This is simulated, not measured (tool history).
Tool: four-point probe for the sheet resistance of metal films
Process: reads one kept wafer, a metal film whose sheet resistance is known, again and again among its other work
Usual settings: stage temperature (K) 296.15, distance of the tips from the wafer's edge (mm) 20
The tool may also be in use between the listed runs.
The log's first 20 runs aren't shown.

run	hour	stage temperature (K)	distance of the tips from the wafer's edge (mm)	sheet resistance as the instrument gives it (ohm/square)
21	846.1	298.15	27	8.762777
22	890.2	298.15	27	8.764676
23	945.6	298.15	18	8.771249
24	996.6	299.15	5	8.836306
25	1036.9	299.15	5	8.837108
26	1073.6	299.15	5	8.835634
27	1120.9	299.15	5	8.830696
28	1162.8	299.15	5	8.832542
29	1213.6	299.15	5	8.830404
30	1243	308.15	4	8.846532

Forecast each of these 5 alternatives for the next run:
A	1279.6	298.15	10	?
B	1279.6	296.15	20	?
C	1279.6	299.15	7	?
D	1279.6	299.15	30	?
E	1279.6	305.15	61	?

run	sheet resistance as the instrument gives it (ohm/square)
A	8.775481
B	8.767473
C	8.795112
D	8.758421
E	8.739355
Without the tool's hidden state the same runs would have given:
run	sheet resistance as the instrument gives it (ohm/square)
A	8.822573
B	8.814546
C	8.842292
D	8.805418
E	8.786197
